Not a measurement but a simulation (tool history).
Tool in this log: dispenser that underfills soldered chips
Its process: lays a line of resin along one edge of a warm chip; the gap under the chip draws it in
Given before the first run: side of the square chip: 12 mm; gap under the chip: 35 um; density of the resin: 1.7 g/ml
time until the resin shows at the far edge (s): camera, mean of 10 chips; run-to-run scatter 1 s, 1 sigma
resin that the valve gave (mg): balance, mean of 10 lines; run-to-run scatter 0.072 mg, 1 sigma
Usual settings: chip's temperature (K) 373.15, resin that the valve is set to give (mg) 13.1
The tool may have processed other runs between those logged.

run,hour,chip's temperature (K),resin that the valve is set to give (mg),time until the resin shows at the far edge (s),resin that the valve gave (mg)
1,0,373.15,13.1,132,12.76
# hour 5.3: new syringe of resin
2,10.5,373.15,13.1,132.3,12.69
# hour 15.7: new syringe of resin
3,22.2,373.15,13.1,148.4,12.62
# hour 25.1: new syringe of resin
4,30,373.15,13.1,129,12.6
# hour 34.7: new syringe of resin
5,39.8,373.15,13.1,135.2,12.44
# hour 44.5: new syringe of resin
# hour 50.4: dispensing valve cleaned and set on the balance
6,52.9,373.15,13.1,153.6,13.11
# hour 55.9: new syringe of resin
7,59.3,373.15,13.1,117.4,13.08
# hour 65.5: new syringe of resin
8,69.4,373.15,13.1,122.5,13.13
# hour 75.3: new syringe of resin
9,76.1,373.15,13.1,101.2,12.91
# hour 85: new syringe of resin
10,91.1,373.15,13.1,136.5,12.84
# hour 95.6: new syringe of resin
11,102,373.15,13.1,145.3,12.75
# hour 105.6: new syringe of resin
12,111.9,373.15,13.1,142.5,12.72
# hour 115.2: new syringe of resin
13,120.7,373.15,13.1,131.4,12.76
# hour 125.1: new syringe of resin
14,133.4,373.15,13.1,156.8,12.78
# hour 134.9: new syringe of resin
15,141.4,387.15,13.1,80.9,12.57
# hour 145.4: new syringe of resin
16,152.2,373.15,13.1,145.1,12.52
# hour 155.6: new syringe of resin
# hour 165.4: new syringe of resin
17,167.3,373.15,13.1,110,12.57
# hour 175.1: new syringe of resin
# hour 181: dispensing valve cleaned and set on the balance
18,182.5,372.15,11.9,153.3,11.9
# hour 185.8: new syringe of resin
# hour 196.1: new syringe of resin
19,196.1,383.15,12.7,64.1,12.57
20,204.1,362.15,13.1,235.5,12.99
# hour 205.8: new syringe of resin
# hour 215.4: new syringe of resin
21,217.6,360.15,16.5,178.5,16.15
# hour 224.9: new syringe of resin
22,227.8,360.15,16.5,189.5,16.16
# hour 234.6: new syringe of resin
23,234.7,382.15,11.5,70.1,11.34
# hour 244.6: new syringe of resin
24,249.1,373.15,11.6,127.6,11.25
# hour 255.2: new syringe of resin
25,260,383.15,15.1,82.4,14.64
# hour 264.6: new syringe of resin
26,273.5,383.15,15.1,107.6,14.51
# hour 275.2: new syringe of resin
27,283,374.15,12.6,149.7,12.02
# hour 284.7: new syringe of resin
28,291.3,374.15,12.8,134.1,12.18
# hour 294.2: new syringe of resin
29,301,361.15,13.3,229,12.69
# hour 303.7: new syringe of resin
# hour 312.5: dispensing valve cleaned and set on the balance
# hour 314.6: new syringe of resin
30,315.8,361.15,13.3,165,13.24
# hour 324.2: new syringe of resin
31,327.1,361.15,13.3,182.6,13.14
# hour 334: new syringe of resin
32,334,361.15,13.3,155.4,13.22
# hour 343.5: new syringe of resin
33,343.5,369.15,11.4,114.8,11.39

Alternative continuations, all from the tool just after run 33; predict every row:
# hour 353.3: new syringe of resin
A,353.5,379.15,11.4,?,?
# hour 353.3: new syringe of resin
B,353.5,363.15,11.4,?,?
# hour 353.3: new syringe of resin
C,353.5,387.15,14.4,?,?
# hour 353.3: new syringe of resin
D,353.5,373.15,15.9,?,?
# hour 353.3: new syringe of resin
E,353.5,369.15,15.2,?,?

run,time until the resin shows at the far edge (s),resin that the valve gave (mg)
A,77.5,11.19
B,146.3,11.25
C,54.1,14.29
D,92.8,15.61
E,111.7,14.91
What these runs would have given with no unlogged condition in the tool:
run,time until the resin shows at the far edge (s),resin that the valve gave (mg)
A,80.3,11.35
B,152.3,11.41
C,56,14.49
D,96.7,15.84
E,116.4,15.13
